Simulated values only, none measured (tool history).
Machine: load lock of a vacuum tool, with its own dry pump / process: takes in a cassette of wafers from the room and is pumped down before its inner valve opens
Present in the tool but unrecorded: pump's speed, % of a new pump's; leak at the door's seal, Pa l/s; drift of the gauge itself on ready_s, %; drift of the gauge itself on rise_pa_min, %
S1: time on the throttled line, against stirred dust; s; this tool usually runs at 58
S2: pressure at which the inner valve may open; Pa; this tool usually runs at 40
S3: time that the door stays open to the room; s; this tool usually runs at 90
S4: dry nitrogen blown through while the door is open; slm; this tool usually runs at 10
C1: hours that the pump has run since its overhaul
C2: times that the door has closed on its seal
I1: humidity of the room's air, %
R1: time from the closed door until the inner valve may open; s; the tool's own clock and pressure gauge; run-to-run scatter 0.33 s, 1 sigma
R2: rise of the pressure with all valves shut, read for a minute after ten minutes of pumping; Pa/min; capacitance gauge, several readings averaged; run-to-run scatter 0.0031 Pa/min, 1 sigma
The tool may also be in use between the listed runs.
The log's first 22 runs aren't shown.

run 23 hour=4220.4 | S1=115 S2=73 S3=78 S4=29 | C1=874 C2=16662 | I1=42.5 | R1=134.3 R2=0.061
run 24 hour=4461.5 | S1=47 S2=37 S3=26 S4=8 | C1=1115 C2=16996 | I1=45.0 | R1=82.8 R2=0.060
run 25 hour=4654.2 | S1=49 S2=66 S3=62 S4=7 | C1=1308 C2=17264 | I1=46.2 | R1=81.3 R2=0.085
run 26 hour=4922.7 | S1=49 S2=66 S3=62 S4=7 | C1=1576 C2=17637 | I1=41.2 | R1=82.1 R2=0.083
run 27 hour=5182.1 | S1=40 S2=66 S3=41 S4=7 | C1=1836 C2=17997 | I1=46.9 | R1=74.7 R2=0.077
run 28 hour=5436.4 | S1=40 S2=66 S3=145 S4=11 | C1=2090 C2=18350 | I1=44.7 | R1=75.3 R2=0.114
run 29 hour=5688.2 | S1=30 S2=55 S3=145 S4=11 | C1=2342 C2=18699 | I1=44.5 | R1=68.1 R2=0.111
run 30 hour=5874.9 | S1=42 S2=67 S3=145 S4=11 | C1=2529 C2=18959 | I1=46.1 | R1=76.2 R2=0.117
run 31 hour=6034.2 | S1=42 S2=67 S3=145 S4=11 | C1=2688 C2=19180 | I1=43.0 | R1=76.3 R2=0.111
run 32 hour=6278.7 | S1=42 S2=67 S3=145 S4=11 | C1=2932 C2=19519 | I1=41.4 | R1=76.4 R2=0.108
run 33 hour=6506.6 | S1=115 S2=67 S3=150 S4=10 | C1=3160 C2=19836 | I1=46.8 | R1=135.3 R2=0.119
run 34 hour=6655.9 | S1=58 S2=54 S3=90 S4=10 | C1=3310 C2=20043 | I1=44.4 | R1=91.3 R2=0.097
run 35 hour=6871.6 | S1=78 S2=33 S3=108 S4=35 | C1=3525 C2=20342 | I1=44.2 | R1=109.5 R2=0.069
run 36 hour=7070.6 | S1=78 S2=40 S3=111 S4=18 | C1=3724 C2=20619 | I1=47.2 | R1=109.4 R2=0.091

What if the next run were any one of these 3? Each begins from the tool's condition after run 36:
run A hour=7206.4 | S1=57 S2=40 S3=27 S4=10 | C1=3860 C2=20807 | I1=44.0 | R1=? R2=?
run B hour=7206.4 | S1=78 S2=40 S3=57 S4=18 | C1=3860 C2=20807 | I1=49.7 | R1=? R2=?
run C hour=7206.4 | S1=58 S2=40 S3=31 S4=10 | C1=3860 C2=20807 | I1=45.0 | R1=? R2=?

run=A R1=91.9 R2=0.063
run=B R1=108.8 R2=0.077
run=C R1=92.6 R2=0.065
Without the tool's hidden state the same runs would have given:
run=A R1=89.8 R2=0.045
run=B R1=107.0 R2=0.059
run=C R1=90.5 R2=0.047
